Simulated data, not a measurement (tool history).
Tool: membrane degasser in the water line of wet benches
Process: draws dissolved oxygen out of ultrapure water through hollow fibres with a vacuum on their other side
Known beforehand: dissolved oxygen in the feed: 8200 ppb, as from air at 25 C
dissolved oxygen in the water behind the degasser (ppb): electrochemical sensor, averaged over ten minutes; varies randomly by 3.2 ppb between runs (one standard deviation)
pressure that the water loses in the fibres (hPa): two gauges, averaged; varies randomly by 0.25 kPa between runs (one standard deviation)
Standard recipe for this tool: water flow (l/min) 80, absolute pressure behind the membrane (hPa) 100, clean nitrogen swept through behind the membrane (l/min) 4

| run | hour | water flow (l/min) | absolute pressure behind the membrane (hPa) | clean nitrogen swept through behind the membrane (l/min) | dissolved oxygen in the water behind the degasser (ppb) | pressure that the water loses in the fibres (hPa) |
|---|---|---|---|---|---|---|
| 1 | 0 | 80 | 100 | 4 | 316 | 684.7 |
| 2 | 86.5 | 116 | 100 | 4 | 447.3 | 987.9 |
| 3 | 176.3 | 116 | 100 | 4 | 442.3 | 989.1 |
| 4 | 265.1 | 116 | 100 | 4 | 445.3 | 989.4 |
| 5 | 386.4 | 80 | 100 | 4 | 315.5 | 685.2 |
| 6 | 578.6 | 80 | 100 | 4 | 312.9 | 684.6 |
|  | 640.9 | seals of the vacuum lines changed |
| 7 | 776.6 | 80 | 100 | 4 | 315.2 | 685.5 |
| 8 | 862.6 | 80 | 100 | 4 | 323 | 684 |
| 9 | 1054.9 | 80 | 100 | 4 | 320.8 | 686.1 |
| 10 | 1156.9 | 65 | 100 | 4 | 262 | 557.2 |
| 11 | 1255.6 | 65 | 100 | 4 | 262.4 | 559.4 |
| 12 | 1370.5 | 61 | 100 | 8.4 | 132.1 | 521.7 |
| 13 | 1559.5 | 80 | 140 | 4 | 485.5 | 686 |
| 14 | 1703.7 | 80 | 100 | 5.59 | 241.9 | 690 |
| 15 | 1818.2 | 123 | 146 | 10.09 | 366 | 1055.1 |
| 16 | 1979.7 | 63 | 81 | 3.5 | 209 | 544.4 |
| 17 | 2155.7 | 80 | 175 | 4 | 621.9 | 685.4 |
| 18 | 2300.2 | 55 | 117 | 4 | 279.5 | 474.7 |
| 19 | 2404.6 | 87 | 117 | 4 | 417.1 | 752.4 |
| 20 | 2524.6 | 87 | 117 | 4 | 422.2 | 752.9 |
| 21 | 2615.1 | 95 | 78 | 4 | 274.9 | 820.2 |
| 22 | 2764.1 | 123 | 190 | 3.76 | 1003.5 | 1062.1 |

Branching from run 22: 5 alternative next runs. What would each branch give?
| A | 2971.6 | 70 | 100 | 2.22 | ? | ? |
| B | 2971.6 | 123 | 190 | 4.62 | ? | ? |
| C | 2971.6 | 123 | 178 | 3.76 | ? | ? |
| D | 2971.6 | 123 | 190 | 9.83 | ? | ? |
| E | 2971.6 | 75 | 82 | 4 | ? | ? |

| run | dissolved oxygen in the water behind the degasser (ppb) | pressure that the water loses in the fibres (hPa) |
|---|---|---|
| A | 458.3 | 608.2 |
| B | 869.6 | 1059.3 |
| C | 944.9 | 1064.8 |
| D | 493.5 | 1062.1 |
| E | 236.6 | 649.8 |
The same runs, with their run-to-run variation unchanged, on a tool lacking any hidden condition would have given:
| run | dissolved oxygen in the water behind the degasser (ppb) | pressure that the water loses in the fibres (hPa) |
|---|---|---|
| A | 448.9 | 593.6 |
| B | 858.8 | 1033.7 |
| C | 933.4 | 1039.2 |
| D | 484.5 | 1036.4 |
| E | 228.9 | 634.1 |
